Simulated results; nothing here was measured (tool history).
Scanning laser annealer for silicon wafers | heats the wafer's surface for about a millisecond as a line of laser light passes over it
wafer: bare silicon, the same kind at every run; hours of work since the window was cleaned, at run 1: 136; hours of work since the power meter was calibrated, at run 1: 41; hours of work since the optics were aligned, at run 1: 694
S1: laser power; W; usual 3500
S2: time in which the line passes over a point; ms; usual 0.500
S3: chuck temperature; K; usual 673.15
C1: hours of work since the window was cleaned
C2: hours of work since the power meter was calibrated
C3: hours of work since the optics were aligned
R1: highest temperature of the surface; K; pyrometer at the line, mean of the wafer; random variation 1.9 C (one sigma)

{"run": 1, "day": 0.0, "S1": 3500, "S2": 0.5, "S3": 673.15, "C1": 136, "C2": 41, "C3": 694, "R1": 1356.15}
{"run": 2, "day": 0.225, "S1": 3500, "S2": 0.5, "S3": 673.15, "C1": 139, "C2": 44, "C3": 697, "R1": 1354.15}
{"run": 3, "day": 0.533, "S1": 3500, "S2": 0.585, "S3": 673.15, "C1": 143, "C2": 48, "C3": 701, "R1": 1403.15}
{"run": 4, "day": 0.783, "S1": 3500, "S2": 0.585, "S3": 673.15, "C1": 147, "C2": 51, "C3": 704, "R1": 1402.15}
{"run": 5, "day": 0.983, "S1": 3500, "S2": 0.5, "S3": 664.15, "C1": 149, "C2": 54, "C3": 707, "R1": 1349.15}
{"run": 6, "day": 1.325, "S1": 3500, "S2": 0.5, "S3": 664.15, "C1": 154, "C2": 58, "C3": 711, "R1": 1348.15}
{"run": 7, "day": 1.558, "S1": 3500, "S2": 0.5, "S3": 664.15, "C1": 157, "C2": 61, "C3": 714, "R1": 1345.15}
{"run": 8, "day": 1.821, "S1": 3500, "S2": 0.5, "S3": 664.15, "C1": 160, "C2": 65, "C3": 718, "R1": 1342.15}
{"run": 9, "day": 2.138, "S1": 3500, "S2": 0.5, "S3": 664.15, "C1": 164, "C2": 69, "C3": 722, "R1": 1342.15}
{"run": 10, "day": 2.5, "S1": 3500, "S2": 0.5, "S3": 664.15, "C1": 169, "C2": 74, "C3": 727, "R1": 1342.15}
{"run": 11, "day": 2.738, "S1": 3500, "S2": 0.5, "S3": 664.15, "C1": 172, "C2": 77, "C3": 730, "R1": 1342.15}
{"run": 12, "day": 3.117, "S1": 3500, "S2": 0.5, "S3": 638.15, "C1": 177, "C2": 82, "C3": 735, "R1": 1317.15}
{"day": 3.271, "done": "laser's power meter calibrated"}
{"run": 13, "day": 3.529, "S1": 3500, "S2": 0.5, "S3": 638.15, "C1": 181, "C2": 3, "C3": 739, "R1": 1321.15}
{"run": 14, "day": 3.792, "S1": 3500, "S2": 0.5, "S3": 638.15, "C1": 184, "C2": 7, "C3": 742, "R1": 1317.15}
{"day": 4.012, "done": "laser's power meter calibrated, once more"}
{"run": 15, "day": 4.158, "S1": 3500, "S2": 0.5, "S3": 673.15, "C1": 187, "C2": 2, "C3": 745, "R1": 1353.15}
{"run": 16, "day": 4.425, "S1": 3500, "S2": 0.5, "S3": 673.15, "C1": 191, "C2": 5, "C3": 749, "R1": 1352.15}
{"run": 17, "day": 4.762, "S1": 3500, "S2": 0.5, "S3": 673.15, "C1": 195, "C2": 10, "C3": 753, "R1": 1353.15}
{"run": 18, "day": 5.0, "S1": 3500, "S2": 0.5, "S3": 673.15, "C1": 198, "C2": 13, "C3": 756, "R1": 1355.15}
{"run": 19, "day": 5.25, "S1": 3484, "S2": 0.5, "S3": 673.15, "C1": 202, "C2": 16, "C3": 759, "R1": 1346.15}
{"run": 20, "day": 5.608, "S1": 3484, "S2": 0.509, "S3": 673.15, "C1": 206, "C2": 21, "C3": 764, "R1": 1352.15}
{"run": 21, "day": 5.833, "S1": 3699, "S2": 0.509, "S3": 688.15, "C1": 209, "C2": 24, "C3": 767, "R1": 1421.15}
{"run": 22, "day": 6.067, "S1": 3500, "S2": 0.475, "S3": 668.15, "C1": 212, "C2": 27, "C3": 770, "R1": 1330.15}
{"run": 23, "day": 6.475, "S1": 3019, "S2": 0.504, "S3": 708.15, "C1": 218, "C2": 32, "C3": 775, "R1": 1268.15}
{"run": 24, "day": 6.667, "S1": 3019, "S2": 0.505, "S3": 693.15, "C1": 220, "C2": 35, "C3": 778, "R1": 1250.15}
{"run": 25, "day": 7.088, "S1": 3019, "S2": 0.505, "S3": 693.15, "C1": 226, "C2": 40, "C3": 783, "R1": 1248.15}
{"run": 26, "day": 7.325, "S1": 3360, "S2": 0.617, "S3": 635.15, "C1": 229, "C2": 43, "C3": 786, "R1": 1333.15}
{"run": 27, "day": 7.55, "S1": 3360, "S2": 0.617, "S3": 635.15, "C1": 232, "C2": 46, "C3": 789, "R1": 1336.15}
{"run": 28, "day": 7.938, "S1": 3071, "S2": 0.5, "S3": 687.15, "C1": 237, "C2": 51, "C3": 795, "R1": 1250.15}
{"run": 29, "day": 8.304, "S1": 3104, "S2": 0.403, "S3": 673.15, "C1": 242, "C2": 56, "C3": 799, "R1": 1197.15}
{"run": 30, "day": 8.65, "S1": 3104, "S2": 0.403, "S3": 673.15, "C1": 246, "C2": 61, "C3": 804, "R1": 1195.15}
{"run": 31, "day": 8.992, "S1": 3104, "S2": 0.403, "S3": 673.15, "C1": 251, "C2": 65, "C3": 808, "R1": 1196.15}
{"run": 32, "day": 9.396, "S1": 3104, "S2": 0.403, "S3": 673.15, "C1": 256, "C2": 70, "C3": 814, "R1": 1198.15}
{"run": 33, "day": 9.571, "S1": 3784, "S2": 0.5, "S3": 633.15, "C1": 258, "C2": 73, "C3": 816, "R1": 1382.15}
{"run": 34, "day": 9.988, "S1": 3218, "S2": 0.447, "S3": 640.15, "C1": 264, "C2": 78, "C3": 821, "R1": 1210.15}
{"run": 35, "day": 10.212, "S1": 3218, "S2": 0.447, "S3": 640.15, "C1": 267, "C2": 81, "C3": 824, "R1": 1213.15}
{"run": 36, "day": 10.588, "S1": 3218, "S2": 0.447, "S3": 640.15, "C1": 271, "C2": 86, "C3": 829, "R1": 1211.15}
{"run": 37, "day": 10.829, "S1": 3007, "S2": 0.459, "S3": 638.15, "C1": 275, "C2": 89, "C3": 832, "R1": 1168.15}
{"run": 38, "day": 11.171, "S1": 3060, "S2": 0.463, "S3": 683.15, "C1": 279, "C2": 94, "C3": 837, "R1": 1225.15}
{"run": 39, "day": 11.5, "S1": 2978, "S2": 0.434, "S3": 696.15, "C1": 283, "C2": 98, "C3": 841, "R1": 1205.15}
{"run": 40, "day": 11.771, "S1": 3844, "S2": 0.491, "S3": 642.15, "C1": 287, "C2": 101, "C3": 845, "R1": 1395.15}

Hidden state or all else? Some run-to-run changes of R1, split into what the settings, what came in and random variation would give without the hidden state, and what is left for the hidden state (with any gauge scatter that isn't in both results):
The hidden state here: light that passes the window, % of a clean one's; laser's true power over the reading, %; width of the line over the set one, %; drift of the gauge itself on peak_c, C.
Run 32 -> 33: S1 3104 -> 3784, S2 0.403 -> 0.500, S3 673.15 -> 633.15. R1 +184.00 K: hidden state -12.00, all else +196.00.
Run 33 -> 34: S1 3784 -> 3218, S2 0.500 -> 0.447, S3 633.15 -> 640.15. R1 -172.00 K: hidden state +8.00, all else -180.00.
Run 39 -> 40: S1 2978 -> 3844, S2 0.434 -> 0.491, S3 696.15 -> 642.15. R1 +190.00 K: hidden state -14.00, all else +204.00.
